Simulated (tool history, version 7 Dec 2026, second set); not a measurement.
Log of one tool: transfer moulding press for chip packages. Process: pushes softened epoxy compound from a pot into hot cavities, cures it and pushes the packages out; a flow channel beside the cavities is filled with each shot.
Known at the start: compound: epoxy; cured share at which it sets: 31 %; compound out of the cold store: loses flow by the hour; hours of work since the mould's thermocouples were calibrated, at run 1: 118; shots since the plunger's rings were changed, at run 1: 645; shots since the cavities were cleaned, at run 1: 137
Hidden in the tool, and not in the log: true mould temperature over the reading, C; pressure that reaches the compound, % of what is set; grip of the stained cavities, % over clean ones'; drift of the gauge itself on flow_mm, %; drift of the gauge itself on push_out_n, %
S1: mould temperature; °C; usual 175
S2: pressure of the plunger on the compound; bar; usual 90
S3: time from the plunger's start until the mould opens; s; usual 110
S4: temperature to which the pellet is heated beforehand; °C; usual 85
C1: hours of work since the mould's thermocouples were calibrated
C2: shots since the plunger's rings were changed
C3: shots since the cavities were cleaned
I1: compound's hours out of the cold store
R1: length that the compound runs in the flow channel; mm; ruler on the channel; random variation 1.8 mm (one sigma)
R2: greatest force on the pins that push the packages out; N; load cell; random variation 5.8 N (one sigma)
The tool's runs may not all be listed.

Run 1, hour 0: usual settings; C1 118; C2 645; C3 137; I1 38.1. Result: R1 499 mm, R2 268 N.
Run 2, hour 51.1: usual settings but S1 181 °C; C1 150; C2 1179; C3 671; I1 22.3. Result: R1 522 mm, R2 276 N.
At hour 88: cavities cleaned with cleaning compound and waxed.
Run 3, hour 101.2: usual settings but S1 181 °C; C1 182; C2 1687; C3 139; I1 26.8. Result: R1 505 mm, R2 216 N.
Run 4, hour 128.6: usual settings but S1 181 °C; C1 199; C2 1973; C3 425; I1 29.6. Result: R1 503 mm, R2 261 N.
Run 5, hour 173.9: usual settings but S1 181 °C; C1 228; C2 2446; C3 898; I1 29.5. Result: R1 493 mm, R2 300 N.
At hour 186.9: cavities cleaned with cleaning compound and waxed.
Run 6, hour 204.6: usual settings; C1 247; C2 2751; C3 185; I1 27.8. Result: R1 511 mm, R2 280 N.
Run 7, hour 234.1: usual settings; C1 266; C2 3059; C3 493; I1 9.4. Result: R1 552 mm, R2 327 N.
Run 8, hour 273.8: usual settings; C1 291; C2 3474; C3 908; I1 32.5. Result: R1 497 mm, R2 334 N.
At hour 286.3: cavities cleaned with cleaning compound and waxed.
Run 9, hour 306.8: usual settings; C1 311; C2 3803; C3 214; I1 45.9. Result: R1 465 mm, R2 270 N.
Run 10, hour 336.5: usual settings but S3 108 s; C1 330; C2 4113; C3 524; I1 22.2. Result: R1 515 mm, R2 334 N.
At hour 382: plunger's sealing rings changed.
At hour 388.3: cavities cleaned with cleaning compound and waxed.
Run 11, hour 389.1: usual settings; C1 361; C2 59; C3 9; I1 16.1. Result: R1 558 mm, R2 218 N.
Run 12, hour 418.5: usual settings; C1 380; C2 365; C3 315; I1 45.9. Result: R1 487 mm, R2 291 N.
Run 13, hour 450.3: usual settings; C1 401; C2 697; C3 647; I1 20. Result: R1 544 mm, R2 339 N.
At hour 487.4: cavities cleaned with cleaning compound and waxed.
Run 14, hour 497.9: usual settings; C1 430; C2 1179; C3 110; I1 25.7. Result: R1 528 mm, R2 247 N.
Run 15, hour 547: usual settings but S3 125 s; C1 462; C2 1692; C3 623; I1 17.5. Result: R1 541 mm, R2 300 N.
At hour 567.1: mould's thermocouples calibrated.
At hour 588.8: cavities cleaned with cleaning compound and waxed.
Run 16, hour 590.8: usual settings but S1 181 °C, S4 75 °C; C1 14; C2 2113; C3 21; I1 11.5. Result: R1 542 mm, R2 199 N.
Run 17, hour 645.1: usual settings but S1 183 °C, S2 74.6 bar, S3 108 s, S4 76 °C; C1 49; C2 2680; C3 588; I1 17.2. Result: R1 474 mm, R2 297 N.
At hour 690.7: cavities cleaned with cleaning compound and waxed.
Run 18, hour 698.5: usual settings but S2 74.7 bar, S4 81 °C; C1 82; C2 3223; C3 82; I1 37.8. Result: R1 443 mm, R2 249 N.
Run 19, hour 753.2: usual settings but S1 169 °C, S4 81 °C; C1 117; C2 3794; C3 653; I1 24.1. Result: R1 528 mm, R2 487 N.
At hour 790.2: cavities cleaned with cleaning compound and waxed.
Run 20, hour 807: usual settings but S2 100.2 bar; C1 151; C2 4341; C3 176; I1 35.5. Result: R1 513 mm, R2 263 N.
At hour 827.3: plunger's sealing rings changed.
Run 21, hour 842.9: usual settings but S2 100.2 bar; C1 172; C2 163; C3 524; I1 38.3. Result: R1 530 mm, R2 311 N.
Run 22, hour 866: usual settings but S2 100.2 bar, S4 77 °C; C1 187; C2 404; C3 765; I1 27.8. Result: R1 559 mm, R2 340 N.
At hour 891.3: cavities cleaned with cleaning compound and waxed.
Run 23, hour 908: usual settings but S1 174 °C, S2 83.7 bar, S3 103 s, S4 77 °C; C1 213; C2 827; C3 173; I1 12.8. Result: R1 540 mm, R2 307 N.
Run 24, hour 962.9: usual settings but S1 179 °C, S2 109.9 bar, S3 135 s, S4 89 °C; C1 248; C2 1401; C3 747; I1 17.3. Result: R1 591 mm, R2 285 N.
Run 25, hour 985: usual settings but S1 179 °C, S2 73.7 bar, S3 116 s, S4 80 °C; C1 262; C2 1632; C3 978; I1 30.3. Result: R1 456 mm, R2 326 N.
At hour 992.7: cavities cleaned with cleaning compound and waxed.
Run 26, hour 1038.4: usual settings but S1 178 °C, S3 124 s, S4 88 °C; C1 295; C2 2174; C3 478; I1 34.2. Result: R1 493 mm, R2 287 N.
Run 27, hour 1089.3: usual settings but S1 178 °C, S3 119 s, S4 78 °C; C1 328; C2 2706; C3 1010; I1 10.8. Result: R1 542 mm, R2 313 N.

The same runs without the tool's hidden state, with the same run-to-run variation:
run   R1   R2
  1  504  229
  2  530  177
  3  517  185
  4  516  182
  5  509  186
  6  530  225
  7  575  219
  8  520  204
  9  488  216
 10  544  225
 11  559  214
 12  490  216
 13  549  219
 14  536  211
 15  552  195
 16  555  190
 17  490  197
 18  460  218
 19  553  315
 20  540  213
 21  533  211
 22  563  215
 23  547  252
 24  603  178
 25  466  199
 26  508  196
 27  562  188

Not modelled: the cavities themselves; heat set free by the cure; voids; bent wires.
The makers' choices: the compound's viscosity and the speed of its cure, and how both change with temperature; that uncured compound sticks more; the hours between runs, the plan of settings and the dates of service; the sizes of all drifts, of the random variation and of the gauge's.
